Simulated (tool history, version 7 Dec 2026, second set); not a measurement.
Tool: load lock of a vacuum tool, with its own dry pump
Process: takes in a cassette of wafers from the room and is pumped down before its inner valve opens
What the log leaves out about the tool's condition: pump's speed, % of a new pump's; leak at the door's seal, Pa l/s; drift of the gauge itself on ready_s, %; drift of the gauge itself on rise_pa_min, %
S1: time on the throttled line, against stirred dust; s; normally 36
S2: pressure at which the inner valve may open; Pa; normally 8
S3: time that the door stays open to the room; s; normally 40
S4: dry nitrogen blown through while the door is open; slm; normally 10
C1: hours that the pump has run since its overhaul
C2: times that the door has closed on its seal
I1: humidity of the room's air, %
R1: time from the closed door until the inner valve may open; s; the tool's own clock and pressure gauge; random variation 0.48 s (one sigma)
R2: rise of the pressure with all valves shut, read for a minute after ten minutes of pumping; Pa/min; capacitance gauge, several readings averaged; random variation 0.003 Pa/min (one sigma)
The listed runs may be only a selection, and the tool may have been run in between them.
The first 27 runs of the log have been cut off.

run    hour  S1  S2   S3  S4     C1     C2    I1    R1     R2
 28  4876.4  22   8  181  33  10513  20423  50.3  57.5  0.211
 29  5137.5  56  14   40  10  10774  20829  42.4  81.7  0.152
 30  5282.9  36  11  183  31  10919  21054  44.4  66.4  0.206
 31  5432.4  36   8   25  10  11069  21287  47.8  68.7  0.153
 32  5686.6  36  11  158  10  11323  21682  47.5  67.3  0.257
 33  5808.2  36   8   30   4  11445  21870  44.2  69.4  0.169
 34  6019.3  36   7   66  10  11656  22198  42.8  68.2  0.189
 35  6176.2  36   7   66  10  11813  22442  45.4  69.8  0.192
 36  6397.8  36   8   40  18  12034  22786  40.8  68.4  0.164
 37  6504.3  21   8   40  10  12141  22952    41  58.5  0.173

Consider 3 possible next runs. They are alternatives, not a sequence: every one starts from the tool as it was left by run 37. What does each give?
  A  6716.7  25   8  48  10  12353  23281  47.7   ?   ?
  B  6716.7  35  13  40   6  12353  23281  41.4   ?   ?
  C  6716.7  21  12  40   8  12353  23281    43   ?   ?

run    R1     R2
  A  61.5  0.187
  B  65.8  0.181
  C    56  0.171
The same runs, with their run-to-run variation unchanged, on a tool lacking any hidden condition would have given:
run    R1     R2
  A  55.2   0.06
  B  60.5  0.052
  C    50  0.047
